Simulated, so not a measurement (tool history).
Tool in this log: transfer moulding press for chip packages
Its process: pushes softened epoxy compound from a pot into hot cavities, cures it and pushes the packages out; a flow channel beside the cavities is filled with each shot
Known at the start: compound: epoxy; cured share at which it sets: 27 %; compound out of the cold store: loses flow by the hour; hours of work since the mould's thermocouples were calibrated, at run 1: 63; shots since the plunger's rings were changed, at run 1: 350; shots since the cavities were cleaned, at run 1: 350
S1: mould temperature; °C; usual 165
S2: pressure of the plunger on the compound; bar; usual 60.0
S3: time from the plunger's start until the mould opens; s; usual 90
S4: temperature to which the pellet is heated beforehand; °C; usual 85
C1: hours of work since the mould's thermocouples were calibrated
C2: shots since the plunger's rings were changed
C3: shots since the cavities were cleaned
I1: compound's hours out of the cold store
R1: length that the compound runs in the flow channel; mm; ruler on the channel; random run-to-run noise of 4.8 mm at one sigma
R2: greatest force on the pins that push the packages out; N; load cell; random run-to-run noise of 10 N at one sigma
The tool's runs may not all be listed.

run   hour   S1    S2   S3  S4   C1    C2   C3    I1   R1    R2
  1    0.0  165  60.0   90  85   63   350  350  40.7  468   635
      19.1  -- cavities cleaned with cleaning compound and waxed
  2   43.5  165  60.0   90  85   83   726  218  18.1  525   607
      73.9  -- cavities cleaned with cleaning compound and waxed
  3   94.9  165  62.7   90  85  106  1173  189  48.0  453   540
     130.7  -- cavities cleaned with cleaning compound and waxed
  4  136.6  165  60.0  101  85  125  1533   53  24.5  500   402
     186.9  -- cavities cleaned with cleaning compound and waxed
  5  186.9  165  60.0  101  85  148  1969    0  35.3  472   382
  6  227.6  165  60.0  101  85  167  2334  365  41.0  454   516
     243.7  -- cavities cleaned with cleaning compound and waxed
  7  258.7  165  60.0  101  85  181  2598  134  35.3  463   439
     301.0  -- cavities cleaned with cleaning compound and waxed
  8  306.5  165  60.0  101  85  203  3013   50  18.3  508   420
  9  328.2  165  60.0  101  85  213  3207  244  35.4  454   489
     355.5  -- cavities cleaned with cleaning compound and waxed
 10  355.5  165  60.0  101  85  225  3438    0  29.4  465   384
 11  393.4  170  60.0   90  85  243  3777  339  12.6  494   506
     410.9  -- cavities cleaned with cleaning compound and waxed
 12  431.9  165  46.1   90  85  261  4108  188  45.9  373   520
     467.7  -- cavities cleaned with cleaning compound and waxed
 13  480.5  165  46.1   90  85  283  4530  115  38.7  385   509
     522.6  -- cavities cleaned with cleaning compound and waxed
 14  531.0  165  46.1   90  85  306  4968   75  48.0  354   458
 15  555.8  158  60.0   90  75  318  5190  297  27.7  478  1079
     578.5  -- cavities cleaned with cleaning compound and waxed
 16  588.3  158  60.0   90  75  332  5468   88  43.8  432   865
     597.9  -- plunger's sealing rings changed
 17  623.2  158  60.0   90  75  348   226  377  24.1  538  1134
     638.1  -- cavities cleaned with cleaning compound and waxed
 18  650.7  158  60.0   90  75  360   459  113  17.5  546   962
 19  675.6  165  64.4   90  85  372   682  336   9.9  568   651
     694.4  -- cavities cleaned with cleaning compound and waxed
 20  721.8  171  67.0   81  79  393  1082  245  25.1  532   507
     749.9  -- cavities cleaned with cleaning compound and waxed
 21  767.9  171  67.0   81  79  414  1481  161  28.4  511   456
     807.3  -- cavities cleaned with cleaning compound and waxed
 22  815.4  171  67.0   81  79  435  1893   72  10.2  563   436
 23  843.0  165  58.2   90  92  448  2140  319  47.1  442   547
     865.6  -- cavities cleaned with cleaning compound and waxed
 24  865.6  160  60.0   82  85  458  2328    0  45.0  450   784
 25  905.3  160  60.0   82  85  477  2684  356  20.5  504  1141
     919.9  -- cavities cleaned with cleaning compound and waxed
 26  939.3  164  48.8  116  84  492  2975  174  11.4  467   410
     974.5  -- cavities cleaned with cleaning compound and waxed
 27  974.5  166  56.2  116  84  508  3277    0  26.5  464   322

Hidden state at the last listed run before each entry between runs and at the first one after, where it differs:
In the gap between runs 1 and 2: cavities cleaned with cleaning compound and waxed (hour 19.1)
  true mould temperature over the reading, C: 0.27 -> 0.3; pressure that reaches the compound, % of what is set: 97.88 -> 96.34; grip of the stained cavities, % over clean ones': 38.7 -> 25.2
  measured result minus the result with no hidden state, R1: -6 -> -11 mm; R2: +169 -> +111 N
In the gap between runs 2 and 3: cavities cleaned with cleaning compound and waxed (hour 73.9)
  true mould temperature over the reading, C: 0.3 -> 0.34; pressure that reaches the compound, % of what is set: 96.34 -> 94.58; grip of the stained cavities, % over clean ones': 25.2 -> 22.1
  measured result minus the result with no hidden state, R1: -11 -> -14 mm; R2: +111 -> +88 N
In the gap between runs 3 and 4: cavities cleaned with cleaning compound and waxed (hour 130.7)
  true mould temperature over the reading, C: 0.34 -> 0.38; pressure that reaches the compound, % of what is set: 94.58 -> 93.16; grip of the stained cavities, % over clean ones': 22.1 -> 8
  measured result minus the result with no hidden state, R1: -14 -> -19 mm; R2: +88 -> +23 N
In the gap between runs 4 and 5: cavities cleaned with cleaning compound and waxed (hour 186.9)
  true mould temperature over the reading, C: 0.38 -> 0.42; pressure that reaches the compound, % of what is set: 93.16 -> 91.5; grip of the stained cavities, % over clean ones': 8 -> 2.5
  measured result minus the result with no hidden state, R1: -19 -> -22 mm; R2: +23 -> +2 N
In the gap between runs 6 and 7: cavities cleaned with cleaning compound and waxed (hour 243.7)
  true mould temperature over the reading, C: 0.45 -> 0.48; pressure that reaches the compound, % of what is set: 90.02 -> 89.04; grip of the stained cavities, % over clean ones': 39.1 -> 18.4
  measured result minus the result with no hidden state, R1: -25 -> -28 mm; R2: +137 -> +61 N
In the gap between runs 7 and 8: cavities cleaned with cleaning compound and waxed (hour 301.0)
  true mould temperature over the reading, C: 0.48 -> 0.52; pressure that reaches the compound, % of what is set: 89.04 -> 87.46; grip of the stained cavities, % over clean ones': 18.4 -> 9.2
  measured result minus the result with no hidden state, R1: -28 -> -36 mm; R2: +61 -> +25 N
In the gap between runs 9 and 10: cavities cleaned with cleaning compound and waxed (hour 355.5)
  true mould temperature over the reading, C: 0.54 -> 0.57; pressure that reaches the compound, % of what is set: 86.69 -> 85.81; grip of the stained cavities, % over clean ones': 27.8 -> 1.8
  measured result minus the result with no hidden state, R1: -35 -> -39 mm; R2: +95 -> -4 N
In the gap between runs 11 and 12: cavities cleaned with cleaning compound and waxed (hour 410.9)
  true mould temperature over the reading, C: 0.6 -> 0.63; pressure that reaches the compound, % of what is set: 84.46 -> 83.25; grip of the stained cavities, % over clean ones': 36.7 -> 22.9
  measured result minus the result with no hidden state, R1: -45 -> -37 mm; R2: +129 -> +79 N
In the gap between runs 12 and 13: cavities cleaned with cleaning compound and waxed (hour 467.7)
  true mould temperature over the reading, C: 0.63 -> 0.67; pressure that reaches the compound, % of what is set: 83.25 -> 81.66; grip of the stained cavities, % over clean ones': 22.9 -> 15.6
  measured result minus the result with no hidden state, R1: -37 -> -42 mm; R2: +79 -> +49 N
In the gap between runs 13 and 14: cavities cleaned with cleaning compound and waxed (hour 522.6)
  true mould temperature over the reading, C: 0.67 -> 0.71; pressure that reaches the compound, % of what is set: 81.66 -> 79.82; grip of the stained cavities, % over clean ones': 15.6 -> 10.3
  measured result minus the result with no hidden state, R1: -42 -> -43 mm; R2: +49 -> +24 N
In the gap between runs 15 and 16: cavities cleaned with cleaning compound and waxed (hour 578.5)
  true mould temperature over the reading, C: 0.73 -> 0.76; pressure that reaches the compound, % of what is set: 79.03 -> 77.98; grip of the stained cavities, % over clean ones': 31.5 -> 11.9
  measured result minus the result with no hidden state, R1: -61 -> -59 mm; R2: +213 -> +47 N
In the gap between runs 16 and 17: plunger's sealing rings changed (hour 597.9)
  true mould temperature over the reading, C: 0.76 -> 0.79; pressure that reaches the compound, % of what is set: 77.98 -> 98.6; grip of the stained cavities, % over clean ones': 11.9 -> 38.1
  measured result minus the result with no hidden state, R1: -59 -> -6 mm; R2: +47 -> +264 N
In the gap between runs 17 and 18: cavities cleaned with cleaning compound and waxed (hour 638.1)
  true mould temperature over the reading, C: 0.79 -> 0.81; pressure that reaches the compound, % of what is set: 98.6 -> 97.72; grip of the stained cavities, % over clean ones': 38.1 -> 16.9
  measured result minus the result with no hidden state, R1: -6 -> -9 mm; R2: +264 -> +87 N
In the gap between runs 19 and 20: cavities cleaned with cleaning compound and waxed (hour 694.4)
  true mould temperature over the reading, C: 0.83 -> 0.87; pressure that reaches the compound, % of what is set: 96.75 -> 95.26; grip of the stained cavities, % over clean ones': 36.5 -> 27.7
  measured result minus the result with no hidden state, R1: -12 -> -14 mm; R2: +145 -> +92 N
In the gap between runs 20 and 21: cavities cleaned with cleaning compound and waxed (hour 749.9)
  true mould temperature over the reading, C: 0.87 -> 0.91; pressure that reaches the compound, % of what is set: 95.26 -> 93.74; grip of the stained cavities, % over clean ones': 27.7 -> 19.9
  measured result minus the result with no hidden state, R1: -14 -> -19 mm; R2: +92 -> +57 N
In the gap between runs 21 and 22: cavities cleaned with cleaning compound and waxed (hour 807.3)
  true mould temperature over the reading, C: 0.91 -> 0.94; pressure that reaches the compound, % of what is set: 93.74 -> 92.07; grip of the stained cavities, % over clean ones': 19.9 -> 10.5
  measured result minus the result with no hidden state, R1: -19 -> -26 mm; R2: +57 -> +19 N
In the gap between runs 23 and 24: cavities cleaned with cleaning compound and waxed (hour 865.6)
  true mould temperature over the reading, C: 0.97 -> 0.99; pressure that reaches the compound, % of what is set: 91.11 -> 90.43; grip of the stained cavities, % over clean ones': 32.7 -> 1.2
  measured result minus the result with no hidden state, R1: -22 -> -26 mm; R2: +108 -> -49 N
In the gap between runs 25 and 26: cavities cleaned with cleaning compound and waxed (hour 919.9)
  true mould temperature over the reading, C: 1.02 -> 1.05; pressure that reaches the compound, % of what is set: 89.06 -> 88.02; grip of the stained cavities, % over clean ones': 36.8 -> 20.6
  measured result minus the result with no hidden state, R1: -32 -> -33 mm; R2: +243 -> +59 N
In the gap between runs 26 and 27: cavities cleaned with cleaning compound and waxed (hour 974.5)
  true mould temperature over the reading, C: 1.05 -> 1.07; pressure that reaches the compound, % of what is set: 88.02 -> 86.84; grip of the stained cavities, % over clean ones': 20.6 -> 0.6
  measured result minus the result with no hidden state, R1: -33 -> -36 mm; R2: +59 -> -4 N

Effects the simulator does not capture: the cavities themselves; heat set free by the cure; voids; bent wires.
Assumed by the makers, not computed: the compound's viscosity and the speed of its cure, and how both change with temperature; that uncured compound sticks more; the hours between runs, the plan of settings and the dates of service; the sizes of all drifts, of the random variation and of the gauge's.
